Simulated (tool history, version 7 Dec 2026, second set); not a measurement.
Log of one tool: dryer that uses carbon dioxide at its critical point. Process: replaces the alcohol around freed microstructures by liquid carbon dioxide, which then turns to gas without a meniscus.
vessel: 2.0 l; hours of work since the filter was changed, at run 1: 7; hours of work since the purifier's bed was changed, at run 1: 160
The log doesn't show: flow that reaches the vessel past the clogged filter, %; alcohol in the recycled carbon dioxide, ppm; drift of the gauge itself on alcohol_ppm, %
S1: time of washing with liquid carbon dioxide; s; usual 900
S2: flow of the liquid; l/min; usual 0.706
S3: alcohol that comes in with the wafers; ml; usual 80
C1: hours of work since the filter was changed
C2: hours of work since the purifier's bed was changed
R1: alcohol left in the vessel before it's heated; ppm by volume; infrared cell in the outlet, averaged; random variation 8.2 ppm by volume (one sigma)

run	hour	S1	S2	S3	C1	C2	R1
1	0.0	900	0.706	80	7	160	477
2	10.2	900	0.706	80	14	167	470
3	18.2	900	0.706	80	19	172	459
4	25.6	900	0.706	80	23	176	487
5	32.7	900	0.577	80	28	181	1040
6	43.1	900	0.577	80	34	187	1038
7	51.6	900	0.577	80	40	192	1053
8	59.0	900	0.876	80	44	197	185
9	67.8	900	0.876	80	50	202	200
10	77.5	900	0.656	80	56	208	673
11	83.5	900	0.706	30	59	212	209
12	91.6	900	0.706	30	64	217	205
13	99.3	900	0.812	80	69	222	286
14	108.0	720	0.706	80	75	227	1185
15	118.7	720	0.706	80	81	234	1210
16	125.7	720	0.706	80	86	238	1213
17	136.6	720	0.706	80	92	245	1207
18	147.7	720	0.706	80	99	252	1276
19	154.8	720	0.706	80	104	256	1293
20	164.9	720	0.706	80	110	263	1252
21	173.6	720	0.706	80	115	268	1264
22	180.3	720	0.706	80	119	272	1295
23	188.3	900	0.706	80	124	277	562
24	195.7	900	0.738	80	129	282	482
25	206.2	900	0.738	80	136	288	469
26	217.4	900	1.111	48	142	295	85
27	222.7	900	0.706	28	146	299	239
28	234.0	1020	0.706	48	153	306	238
29	242.3	1380	0.926	80	158	311	57
30	253.0	720	0.476	89	165	317	4357
31	259.1	1320	0.702	89	168	321	151
32	266.2	900	0.706	21	173	326	198
33	275.5	900	0.706	21	179	331	201
34	287.2	1020	0.756	21	186	339	106
35	298.0	900	0.848	108	193	345	387
36	304.4	1080	0.547	108	196	349	1103
37	310.0	660	0.528	32	200	353	1559
38	321.9	840	0.706	105	207	360	1068
39	333.1	840	0.706	105	214	367	1119
40	338.3	840	0.706	105	218	370	1121
41	348.3	960	0.929	33	224	377	104
42	359.0	960	0.929	33	230	383	101
43	367.0	540	0.706	47	235	388	1972
44	373.7	960	0.706	80	239	392	517
45	383.3	1080	0.706	62	245	398	253
46	390.8	1080	0.706	62	250	403	263
47	397.8	1080	0.706	62	254	407	268

Hidden state or all else? Some run-to-run changes of R1, split into what the settings, what came in and random variation would give without the hidden state, and what is left for the hidden state (with any gauge scatter that isn't in both results):
Run 29 -> 30: S1 1380 -> 720, S2 0.926 -> 0.476, S3 80 -> 89. R1 +4300 ppm by volume: hidden state +565, all else +3735.
Run 30 -> 31: S1 720 -> 1320, S2 0.476 -> 0.702. R1 -4206 ppm by volume: hidden state -536, all else -3670.
Run 42 -> 43: S1 960 -> 540, S2 0.929 -> 0.706, S3 33 -> 47. R1 +1871 ppm by volume: hidden state +353, all else +1518.
